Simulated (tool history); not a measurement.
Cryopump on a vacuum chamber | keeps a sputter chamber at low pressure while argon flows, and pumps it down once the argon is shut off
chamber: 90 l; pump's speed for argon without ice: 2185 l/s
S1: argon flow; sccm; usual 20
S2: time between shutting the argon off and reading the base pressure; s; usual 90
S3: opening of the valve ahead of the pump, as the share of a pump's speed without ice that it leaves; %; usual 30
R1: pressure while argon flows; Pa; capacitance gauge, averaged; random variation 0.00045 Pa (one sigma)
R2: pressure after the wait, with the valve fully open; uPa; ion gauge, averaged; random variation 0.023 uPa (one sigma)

run,hour,S1,S2,S3,R1,R2
1,0.0,20,90,30,0.0543,1.42
2,23.6,20,90,29,0.0560,1.41
3,36.3,20,90,30,0.0545,1.48
4,58.5,19,90,30,0.0512,1.48
5,77.3,19,90,30,0.0517,1.49
6,88.3,19,90,30,0.0518,1.52
7,111.9,21,90,30,0.0569,1.52
8,122.6,20,90,18,0.0889,1.52
9,135.0,15,90,18,0.0664,1.50
10,147.1,20,90,30,0.0553,1.56
11,163.7,20,90,30,0.0549,1.51
12,182.7,20,90,30,0.0553,1.64
13,197.4,20,90,30,0.0549,1.57
14,209.2,20,90,30,0.0555,1.60
15,231.3,20,90,30,0.0554,1.62
# hour 246.9: pump warmed up, emptied and cooled again
16,247.2,20,90,30,0.0523,1.34
17,270.0,20,129,30,0.0516,1.21
18,281.8,20,129,30,0.0510,1.24
19,293.2,25,296,30,0.0645,1.04
20,311.2,25,296,30,0.0645,0.99
21,324.1,14,90,30,0.0352,1.57
22,346.2,11,90,48,0.0184,1.47
23,356.0,8,159,48,0.0131,1.21
24,373.4,19,46,35,0.0426,2.06
25,388.6,9,118,34,0.0212,1.35
26,405.2,9,118,34,0.0209,1.35
27,420.9,9,118,34,0.0213,1.32
28,441.7,29,90,54,0.0429,1.52
29,462.2,29,90,54,0.0429,1.60
30,477.7,9,193,20,0.0354,1.23
31,496.2,15,193,29,0.0407,1.20
32,517.4,15,193,29,0.0413,1.27
33,531.2,15,193,29,0.0408,1.27
34,542.0,15,193,29,0.0416,1.32

3 ways to go on from here, each from the tool as it stands after run 34. What would each give?
A,562.7,15,149,28,?,?
B,562.7,20,142,30,?,?
C,562.7,28,83,29,?,?

run,R1,R2
A,0.0432,1.37
B,0.0541,1.39
C,0.0775,1.69
Without the tool's hidden state the same runs would have given:
run,R1,R2
A,0.0420,0.51
B,0.0524,0.52
C,0.0751,0.83
